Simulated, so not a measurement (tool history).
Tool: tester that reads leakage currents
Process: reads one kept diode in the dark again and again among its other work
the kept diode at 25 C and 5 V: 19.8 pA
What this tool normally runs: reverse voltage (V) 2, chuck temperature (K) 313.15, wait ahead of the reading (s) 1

run	day	reverse voltage (V)	chuck temperature (K)	wait ahead of the reading (s)	current that the tester gives (pA)
1	0	2	313.15	1	50.36
2	4.908	2	313.15	1	50.24
3	9.779	2	313.15	1	51
4	14.75	2	313.15	1	50.97
5	19.162	2	313.15	1.74	51.06
6	22.942	2	313.15	1.74	51.33
7	26.85	2	313.15	1.74	51.35
8	31.088	2	313.15	1	51.88
9	33.292	2	313.15	1	51.93
10	35.662	2	313.15	1	51.73
11	40.917	2	313.15	1	51.94
12	44.825	10.13	313.15	1	117.27
13	48.888	2.29	313.15	1	56.06
14	52.292	2.29	313.15	1	56.28
15	55.788	2	313.15	1	52.67
16	58.671	2	313.15	1	53.27
17	60.962	2	305.15	1	28.36
18	64.408	2	320.15	1	89.5
19	69.029	2	302.15	1	22.4
20	71.354	2	302.15	0.81	22.68
21	75.792	2	302.15	0.81	22.78
22	79.425	2	312.15	0.81	49.65
23	82.333	2	312.15	0.81	50.06
24	86.458	3.28	312.15	0.65	63.72
25	89.692	1.6	323.15	3.1	101.84
26	92.2	1.6	323.15	3.1	102.38
27	96.125	12.5	309.15	4.18	100.57
28	101.358	12.5	309.15	4.18	101.7
29	104.625	12.5	309.15	4.18	101.93
# day 107.079: chuck's temperature calibrated
30	109.55	11.27	313.15	1.06	115.46
31	113.471	2	327.15	6.56	137.01
32	118.492	2.97	333.15	0.33	255.38
33	121.408	3.43	315.15	6.18	72.65
34	124.392	13.57	315.15	1.28	149.12
35	129.2	1.75	298.15	1.67	14.16
36	133.004	1.75	298.15	1.67	14.37
37	136.996	2	299.15	1.05	16.69
38	141.938	1.14	299.15	1.05	12.4
39	146.546	6.56	294.15	1.05	24.05
40	149.592	2	298.15	2.07	15.51

Below, some changes in current that the tester gives (pA) between adjacent runs. For each, the amount present without the hidden state too (settings, incoming material, random variation) and the amount remaining for the hidden state with gauge scatter not shared by both compared results:
Hidden state present: stray current of the dirty probe card, pA a volt; current scale over the true one, %; true chuck temperature over the reading, C; drift of the gauge itself on leakage_pa, %.
Run 11 -> 12: reverse voltage (V) 2 -> 10.13. current that the tester gives (pA) +65.33: hidden state +11.08, all else +54.25.
Run 29 -> 30: reverse voltage (V) 12.5 -> 11.27, chuck temperature (K) 309.15 -> 313.15, wait ahead of the reading (s) 4.18 -> 1.06, chuck's temperature calibrated. current that the tester gives (pA) +13.53: hidden state -12.44, all else +25.97.
Run 31 -> 32: reverse voltage (V) 2 -> 2.97, chuck temperature (K) 327.15 -> 333.15, wait ahead of the reading (s) 6.56 -> 0.33. current that the tester gives (pA) +118.37: hidden state +2.29, all else +116.08.
Run 32 -> 33: reverse voltage (V) 2.97 -> 3.43, chuck temperature (K) 333.15 -> 315.15, wait ahead of the reading (s) 0.33 -> 6.18. current that the tester gives (pA) -182.73: hidden state -0.98, all else -181.75.
Run 34 -> 35: reverse voltage (V) 13.57 -> 1.75, chuck temperature (K) 315.15 -> 298.15, wait ahead of the reading (s) 1.28 -> 1.67. current that the tester gives (pA) -134.96: hidden state -12.55, all else -122.41.
